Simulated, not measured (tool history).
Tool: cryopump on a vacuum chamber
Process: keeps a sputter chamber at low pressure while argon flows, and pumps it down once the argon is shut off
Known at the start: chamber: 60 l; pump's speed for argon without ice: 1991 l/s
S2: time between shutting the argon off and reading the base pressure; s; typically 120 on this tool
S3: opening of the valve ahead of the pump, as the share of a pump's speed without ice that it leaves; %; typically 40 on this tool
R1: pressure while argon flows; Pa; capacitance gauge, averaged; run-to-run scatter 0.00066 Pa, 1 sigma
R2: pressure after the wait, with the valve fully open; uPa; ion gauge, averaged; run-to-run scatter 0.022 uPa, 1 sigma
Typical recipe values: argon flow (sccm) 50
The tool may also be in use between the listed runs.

{"run": 1, "day": 0.0, "argon flow (sccm)": 50, "S2": 120, "S3": 40, "R1": 0.1273, "R2": 2.47}
{"day": 0.504, "done": "pump warmed up, emptied and cooled again"}
{"run": 2, "day": 0.633, "argon flow (sccm)": 50, "S2": 120, "S3": 40, "R1": 0.1066, "R2": 1.76}
{"run": 3, "day": 0.933, "argon flow (sccm)": 50, "S2": 120, "S3": 40, "R1": 0.1065, "R2": 1.83}
{"run": 4, "day": 1.388, "argon flow (sccm)": 50, "S2": 120, "S3": 40, "R1": 0.1064, "R2": 1.82}
{"run": 5, "day": 1.704, "argon flow (sccm)": 50, "S2": 120, "S3": 17, "R1": 0.2518, "R2": 1.85}
{"run": 6, "day": 2.312, "argon flow (sccm)": 77, "S2": 120, "S3": 40, "R1": 0.1671, "R2": 1.88}
{"run": 7, "day": 2.604, "argon flow (sccm)": 50, "S2": 120, "S3": 23, "R1": 0.1861, "R2": 1.98}
{"run": 8, "day": 3.033, "argon flow (sccm)": 50, "S2": 120, "S3": 23, "R1": 0.1873, "R2": 1.95}
{"run": 9, "day": 3.558, "argon flow (sccm)": 77, "S2": 120, "S3": 40, "R1": 0.1693, "R2": 1.99}
{"run": 10, "day": 3.867, "argon flow (sccm)": 77, "S2": 120, "S3": 40, "R1": 0.1718, "R2": 1.91}
{"run": 11, "day": 4.517, "argon flow (sccm)": 50, "S2": 39, "S3": 40, "R1": 0.1125, "R2": 2.8}
{"run": 12, "day": 5.162, "argon flow (sccm)": 34, "S2": 120, "S3": 40, "R1": 0.0747, "R2": 2.1}
{"run": 13, "day": 5.512, "argon flow (sccm)": 34, "S2": 120, "S3": 40, "R1": 0.076, "R2": 2.05}
{"run": 14, "day": 5.992, "argon flow (sccm)": 92, "S2": 120, "S3": 40, "R1": 0.2077, "R2": 2.13}
{"run": 15, "day": 6.55, "argon flow (sccm)": 50, "S2": 120, "S3": 37, "R1": 0.1224, "R2": 2.18}
{"run": 16, "day": 6.9, "argon flow (sccm)": 77, "S2": 120, "S3": 27, "R1": 0.2562, "R2": 2.19}
{"run": 17, "day": 7.462, "argon flow (sccm)": 35, "S2": 55, "S3": 36, "R1": 0.0882, "R2": 2.66}
{"run": 18, "day": 7.8, "argon flow (sccm)": 52, "S2": 29, "S3": 53, "R1": 0.0926, "R2": 3.49}
{"run": 19, "day": 8.267, "argon flow (sccm)": 52, "S2": 29, "S3": 53, "R1": 0.0931, "R2": 3.41}
{"run": 20, "day": 8.642, "argon flow (sccm)": 52, "S2": 29, "S3": 53, "R1": 0.0936, "R2": 3.49}
{"run": 21, "day": 9.267, "argon flow (sccm)": 30, "S2": 21, "S3": 43, "R1": 0.0652, "R2": 4.25}
{"run": 22, "day": 9.925, "argon flow (sccm)": 30, "S2": 21, "S3": 43, "R1": 0.0665, "R2": 4.3}
{"run": 23, "day": 10.467, "argon flow (sccm)": 30, "S2": 31, "S3": 58, "R1": 0.0513, "R2": 3.67}
{"run": 24, "day": 11.042, "argon flow (sccm)": 28, "S2": 42, "S3": 25, "R1": 0.1035, "R2": 3.28}
{"run": 25, "day": 11.729, "argon flow (sccm)": 39, "S2": 171, "S3": 25, "R1": 0.1431, "R2": 2.47}
{"run": 26, "day": 12.292, "argon flow (sccm)": 39, "S2": 171, "S3": 25, "R1": 0.1446, "R2": 2.58}
{"run": 27, "day": 12.767, "argon flow (sccm)": 57, "S2": 280, "S3": 17, "R1": 0.3045, "R2": 2.44}
{"run": 28, "day": 13.296, "argon flow (sccm)": 57, "S2": 280, "S3": 17, "R1": 0.3057, "R2": 2.57}
{"run": 29, "day": 13.867, "argon flow (sccm)": 36, "S2": 21, "S3": 39, "R1": 0.0927, "R2": 4.67}
{"run": 30, "day": 14.496, "argon flow (sccm)": 36, "S2": 21, "S3": 39, "R1": 0.0926, "R2": 4.83}

Here are 4 independent what-if runs from the current tool condition. What would each one return?
{"run": "A", "day": 15.188, "argon flow (sccm)": 50, "S2": 102, "S3": 40, "R1": "?", "R2": "?"}
{"run": "B", "day": 15.188, "argon flow (sccm)": 72, "S2": 120, "S3": 37, "R1": "?", "R2": "?"}
{"run": "C", "day": 15.188, "argon flow (sccm)": 69, "S2": 45, "S3": 16, "R1": "?", "R2": "?"}
{"run": "D", "day": 15.188, "argon flow (sccm)": 32, "S2": 50, "S3": 16, "R1": "?", "R2": "?"}

run=A R1=0.1285 R2=3.06
run=B R1=0.1955 R2=3.01
run=C R1=0.3994 R2=3.65
run=D R1=0.1831 R2=3.61
Without the tool's hidden state the same runs would have given:
run=A R1=0.1065 R2=0.63
run=B R1=0.1639 R2=0.53
run=C R1=0.3688 R2=1.19
run=D R1=0.169 R2=1.1
